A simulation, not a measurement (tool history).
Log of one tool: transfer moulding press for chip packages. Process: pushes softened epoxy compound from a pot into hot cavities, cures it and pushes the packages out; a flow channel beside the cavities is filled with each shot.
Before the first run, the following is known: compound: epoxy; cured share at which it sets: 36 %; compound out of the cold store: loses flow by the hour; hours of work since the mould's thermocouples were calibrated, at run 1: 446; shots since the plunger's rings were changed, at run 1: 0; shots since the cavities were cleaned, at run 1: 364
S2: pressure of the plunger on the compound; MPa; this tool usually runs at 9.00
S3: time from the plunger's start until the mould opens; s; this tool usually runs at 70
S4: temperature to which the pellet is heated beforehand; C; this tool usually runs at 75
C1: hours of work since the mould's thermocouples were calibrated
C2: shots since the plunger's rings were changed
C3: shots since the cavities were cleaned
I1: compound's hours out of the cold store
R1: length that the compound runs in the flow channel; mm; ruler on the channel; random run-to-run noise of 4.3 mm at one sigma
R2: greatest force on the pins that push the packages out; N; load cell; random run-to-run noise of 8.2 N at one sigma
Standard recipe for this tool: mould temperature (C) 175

Run 1, day 0.000: usual settings; C1 446; C2 0; C3 364; I1 38.9. Result: R1 800 mm, R2 520 N.
Run 2, day 1.438: usual settings; C1 462; C2 391; C3 755; I1 13.5. Result: R1 861 mm, R2 646 N.
At day 2.317: cavities cleaned with cleaning compound and waxed.
Run 3, day 2.662: usual settings; C1 476; C2 706; C3 94; I1 22.5. Result: R1 828 mm, R2 425 N.
At day 3.462: mould's thermocouples calibrated.
Run 4, day 4.204: usual settings; C1 9; C2 1102; C3 490; I1 11.3. Result: R1 851 mm, R2 564 N.
Run 5, day 5.400: usual settings; C1 22; C2 1427; C3 815; I1 34.8. Result: R1 789 mm, R2 569 N.
At day 6.096: cavities cleaned with cleaning compound and waxed.
Run 6, day 6.392: usual settings but S4 81 C; C1 33; C2 1680; C3 81; I1 14.3. Result: R1 832 mm, R2 406 N.
Run 7, day 7.583: usual settings; C1 47; C2 2004; C3 405; I1 19.6. Result: R1 820 mm, R2 522 N.
Run 8, day 9.017: usual settings but S2 6.88 MPa; C1 63; C2 2394; C3 795; I1 46.4. Result: R1 661 mm, R2 571 N.
At day 9.738: cavities cleaned with cleaning compound and waxed.
Run 9, day 10.925: usual settings but S3 86 s; C1 85; C2 2894; C3 322; I1 29.0. Result: R1 784 mm, R2 378 N.
Run 10, day 12.458: usual settings but mould temperature (C) 177; C1 102; C2 3311; C3 739; I1 23.9. Result: R1 789 mm, R2 536 N.
At day 13.438: cavities cleaned with cleaning compound and waxed.
Run 11, day 13.733: usual settings but mould temperature (C) 179; C1 116; C2 3641; C3 81; I1 41.8. Result: R1 741 mm, R2 326 N.
Run 12, day 14.796: usual settings but mould temperature (C) 179; C1 128; C2 3929; C3 369; I1 27.2. Result: R1 770 mm, R2 390 N.
Run 13, day 16.621: usual settings; C1 149; C2 4425; C3 865; I1 28.8. Result: R1 762 mm, R2 593 N.
At day 17.058: cavities cleaned with cleaning compound and waxed.
Run 14, day 18.304: usual settings; C1 168; C2 4866; C3 339; I1 37.2. Result: R1 739 mm, R2 466 N.
Run 15, day 19.992: usual settings but mould temperature (C) 167, S2 9.16 MPa, S3 58 s; C1 188; C2 5324; C3 797; I1 47.3. Result: R1 745 mm, R2 1470 N.
At day 20.267: plunger's sealing rings changed.
At day 20.808: cavities cleaned with cleaning compound and waxed.
Run 16, day 21.658: usual settings but mould temperature (C) 167, S2 7.14 MPa, S3 64 s, S4 80 C; C1 205; C2 361; C3 231; I1 26.9. Result: R1 758 mm, R2 989 N.
Run 17, day 23.200: usual settings but S3 61 s, S4 67 C; C1 223; C2 780; C3 650; I1 9.7. Result: R1 858 mm, R2 847 N.
At day 24.525: cavities cleaned with cleaning compound and waxed.
Run 18, day 24.679: usual settings but S3 61 s, S4 67 C; C1 239; C2 1165; C3 43; I1 35.9. Result: R1 787 mm, R2 525 N.
Run 19, day 26.604: usual settings but mould temperature (C) 173, S2 8.98 MPa; C1 261; C2 1688; C3 566; I1 29.0. Result: R1 806 mm, R2 636 N.
At day 28.242: cavities cleaned with cleaning compound and waxed.
Run 20, day 28.242: usual settings but mould temperature (C) 172, S3 60 s, S4 72 C; C1 279; C2 2115; C3 0; I1 32.6. Result: R1 797 mm, R2 651 N.
Run 21, day 29.229: usual settings but mould temperature (C) 172, S2 9.89 MPa, S3 60 s, S4 72 C; C1 291; C2 2384; C3 269; I1 45.1. Result: R1 809 mm, R2 787 N.
Run 22, day 30.508: usual settings but mould temperature (C) 172, S2 9.89 MPa, S3 60 s, S4 72 C; C1 305; C2 2732; C3 617; I1 9.0. Result: R1 890 mm, R2 1086 N.
Run 23, day 31.300: usual settings but mould temperature (C) 172, S2 9.89 MPa, S3 60 s, S4 72 C; C1 315; C2 2947; C3 832; I1 29.9. Result: R1 832 mm, R2 1104 N.
At day 31.946: cavities cleaned with cleaning compound and waxed.
Run 24, day 32.688: usual settings but mould temperature (C) 178, S2 9.13 MPa, S3 94 s, S4 73 C; C1 330; C2 3307; C3 202; I1 47.0. Result: R1 738 mm, R2 316 N.
Run 25, day 33.725: usual settings but mould temperature (C) 167, S2 6.97 MPa, S3 95 s, S4 77 C; C1 342; C2 3588; C3 483; I1 23.0. Result: R1 717 mm, R2 537 N.
Run 26, day 35.129: usual settings but S2 9.94 MPa, S3 101 s; C1 358; C2 3970; C3 865; I1 41.4. Result: R1 784 mm, R2 432 N.
At day 35.579: cavities cleaned with cleaning compound and waxed.
Run 27, day 36.371: usual settings but S2 9.94 MPa, S3 101 s; C1 372; C2 4291; C3 215; I1 47.5. Result: R1 768 mm, R2 313 N.
Run 28, day 38.283: usual settings but mould temperature (C) 179, S2 9.94 MPa, S3 71 s; C1 394; C2 4810; C3 734; I1 10.3. Result: R1 828 mm, R2 506 N.

Forecast each of these 4 alternatives for the next run:
At day 39.267: cavities cleaned with cleaning compound and waxed.
Run A, day 39.988: usual settings but mould temperature (C) 179, S2 9.94 MPa, S3 71 s; C1 412; C2 5256; C3 196; I1 28.2. Result: R1 ?, R2 ?.
At day 39.267: cavities cleaned with cleaning compound and waxed.
Run B, day 39.988: usual settings but mould temperature (C) 179, S2 7.92 MPa, S3 71 s; C1 412; C2 5256; C3 196; I1 45.7. Result: R1 ?, R2 ?.
At day 39.267: cavities cleaned with cleaning compound and waxed.
Run C, day 39.988: usual settings but mould temperature (C) 180, S2 9.94 MPa, S3 71 s; C1 412; C2 5256; C3 196; I1 14.4. Result: R1 ?, R2 ?.
At day 39.267: cavities cleaned with cleaning compound and waxed.
Run D, day 39.988: usual settings but mould temperature (C) 176, S2 10.25 MPa, S3 55 s; C1 412; C2 5256; C3 196; I1 29.0. Result: R1 ?, R2 ?.

run   R1   R2
  A  786  377
  B  669  348
  C  813  352
  D  802  732
Without the tool's unlogged condition, the same runs would have read:
run   R1   R2
  A  854  293
  B  727  271
  C  883  276
  D  871  547

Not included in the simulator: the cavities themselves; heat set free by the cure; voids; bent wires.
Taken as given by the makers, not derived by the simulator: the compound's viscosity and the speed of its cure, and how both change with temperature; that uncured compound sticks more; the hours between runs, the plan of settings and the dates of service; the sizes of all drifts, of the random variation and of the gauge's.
